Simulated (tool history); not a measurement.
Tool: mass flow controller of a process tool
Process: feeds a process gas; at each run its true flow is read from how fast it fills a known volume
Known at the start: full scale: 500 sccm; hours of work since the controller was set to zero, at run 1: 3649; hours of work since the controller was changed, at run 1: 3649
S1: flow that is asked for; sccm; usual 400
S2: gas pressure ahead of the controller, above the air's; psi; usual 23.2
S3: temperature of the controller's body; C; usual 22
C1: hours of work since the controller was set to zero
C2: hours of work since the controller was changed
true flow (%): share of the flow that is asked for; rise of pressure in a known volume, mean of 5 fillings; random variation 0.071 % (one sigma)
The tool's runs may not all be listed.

Run 1, hour 0: usual settings; C1 3649; C2 3649. Result: true flow (%) 99.89.
Run 2, hour 125.9: usual settings; C1 3737; C2 3737. Result: true flow (%) 99.86.
Run 3, hour 195.9: usual settings but S2 22.8 psi; C1 3785; C2 3785. Result: true flow (%) 99.76.
Run 4, hour 259.6: usual settings but S2 22.8 psi; C1 3830; C2 3830. Result: true flow (%) 99.9.
Run 5, hour 334.1: usual settings but S2 22.8 psi; C1 3882; C2 3882. Result: true flow (%) 99.71.
Run 6, hour 430.9: usual settings but S2 22.8 psi; C1 3949; C2 3949. Result: true flow (%) 99.8.
Run 7, hour 500.8: usual settings but S2 22.8 psi; C1 3997; C2 3997. Result: true flow (%) 99.92.
Run 8, hour 560.5: usual settings but S2 22.8 psi; C1 4039; C2 4039. Result: true flow (%) 99.8.
Run 9, hour 670.4: usual settings but S2 22.8 psi; C1 4115; C2 4115. Result: true flow (%) 99.84.
Run 10, hour 771.7: usual settings but S2 22.8 psi; C1 4186; C2 4186. Result: true flow (%) 99.74.
Run 11, hour 848.1: usual settings but S2 22.8 psi; C1 4239; C2 4239. Result: true flow (%) 99.93.
Run 12, hour 975.7: usual settings but S1 155 sccm, S2 30 psi; C1 4327; C2 4327. Result: true flow (%) 98.71.
Run 13, hour 1081: usual settings but S2 28.3 psi; C1 4401; C2 4401. Result: true flow (%) 100.01.
Run 14, hour 1191.3: usual settings but S2 28.3 psi; C1 4477; C2 4477. Result: true flow (%) 100.1.
Run 15, hour 1272: usual settings but S2 33.5 psi; C1 4533; C2 4533. Result: true flow (%) 100.16.
Run 16, hour 1393.9: usual settings but S1 58 sccm, S2 32.8 psi, S3 35 C; C1 4618; C2 4618. Result: true flow (%) 95.14.
Run 17, hour 1454.2: usual settings but S1 58 sccm, S2 32.8 psi, S3 35 C; C1 4660; C2 4660. Result: true flow (%) 95.07.
Run 18, hour 1525.2: usual settings but S1 95 sccm, S2 23.5 psi, S3 27 C; C1 4709; C2 4709. Result: true flow (%) 97.02.
Run 19, hour 1607.2: usual settings but S1 95 sccm, S2 23.5 psi, S3 27 C; C1 4767; C2 4767. Result: true flow (%) 96.97.
Run 20, hour 1702.5: usual settings but S1 112 sccm, S2 27 psi; C1 4833; C2 4833. Result: true flow (%) 97.77.
Run 21, hour 1831.2: usual settings but S1 112 sccm, S2 27 psi; C1 4922; C2 4922. Result: true flow (%) 97.87.
Run 22, hour 1944: usual settings but S1 112 sccm, S2 27 psi; C1 5001; C2 5001. Result: true flow (%) 97.74.

Forecast each of these 4 alternatives for the next run:
Run A, hour 2054.6: usual settings but S1 77 sccm, S2 29.2 psi, S3 26 C; C1 5078; C2 5078. Result: true flow (%) ?.
Run B, hour 2054.6: usual settings but S1 209 sccm, S2 26.1 psi, S3 32 C; C1 5078; C2 5078. Result: true flow (%) ?.
Run C, hour 2054.6: usual settings but S1 427 sccm, S2 35.5 psi, S3 29 C; C1 5078; C2 5078. Result: true flow (%) ?.
Run D, hour 2054.6: usual settings but S1 206 sccm, S2 32.6 psi; C1 5078; C2 5078. Result: true flow (%) ?.

run  true flow (%)
  A          96.32
  B          98.23
  C          99.87
  D          99.34
Without the tool's hidden state the same runs would have given:
run  true flow (%)
  A          99.38
  B          98.97
  C          99.93
  D          100.1
